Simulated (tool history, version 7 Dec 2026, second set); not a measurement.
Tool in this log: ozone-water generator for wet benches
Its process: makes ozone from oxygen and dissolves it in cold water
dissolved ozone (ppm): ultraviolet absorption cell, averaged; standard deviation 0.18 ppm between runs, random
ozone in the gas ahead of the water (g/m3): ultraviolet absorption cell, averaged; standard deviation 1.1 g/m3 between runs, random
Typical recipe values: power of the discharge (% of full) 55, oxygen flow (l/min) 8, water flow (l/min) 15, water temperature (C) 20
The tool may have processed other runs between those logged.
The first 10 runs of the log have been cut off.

run,hour,power of the discharge (% of full),oxygen flow (l/min),water flow (l/min),water temperature (C),hours of work since the electrodes were changed,hours of work since the contactor was cleaned,hours of work since the thermometer was calibrated,dissolved ozone (ppm),ozone in the gas ahead of the water (g/m3)
11,932,55,8,12,20,4162,1261,586,27,186.8
12,1040.7,89,8,15,20,4251,1350,675,30.3,245.1
13,1107,55,8,15,20,4306,1404,729,23.1,189.2
14,1194.7,55,8,15,20,4377,1476,801,22.6,187.5
15,1272.5,55,8,15,20,4441,1540,865,22.6,188.1
16,1346.2,55,8,15,16,4502,1601,925,24.5,187.7
17,1438.3,56,8.7,24,16,4577,1676,1001,16.3,182
18,1549.1,55,8,15,14,4668,1767,1091,25.6,186.6
19,1610.9,55,10.17,19,14,4719,1817,1142,20.6,166.7
20,1737.5,72,4.8,10,22,4822,1921,1246,35.6,273.9

Run 21 has not been measured yet. What should we expect?
21,1837.4,55,6.88,22,20,4904,2003,1328,?,?

{"run 21": {"dissolved ozone (ppm)": 16.3, "ozone in the gas ahead of the water (g/m3)": 200}}
Without the tool's hidden state the same run would have given dissolved ozone (ppm) 18.5, ozone in the gas ahead of the water (g/m3) 221.5.

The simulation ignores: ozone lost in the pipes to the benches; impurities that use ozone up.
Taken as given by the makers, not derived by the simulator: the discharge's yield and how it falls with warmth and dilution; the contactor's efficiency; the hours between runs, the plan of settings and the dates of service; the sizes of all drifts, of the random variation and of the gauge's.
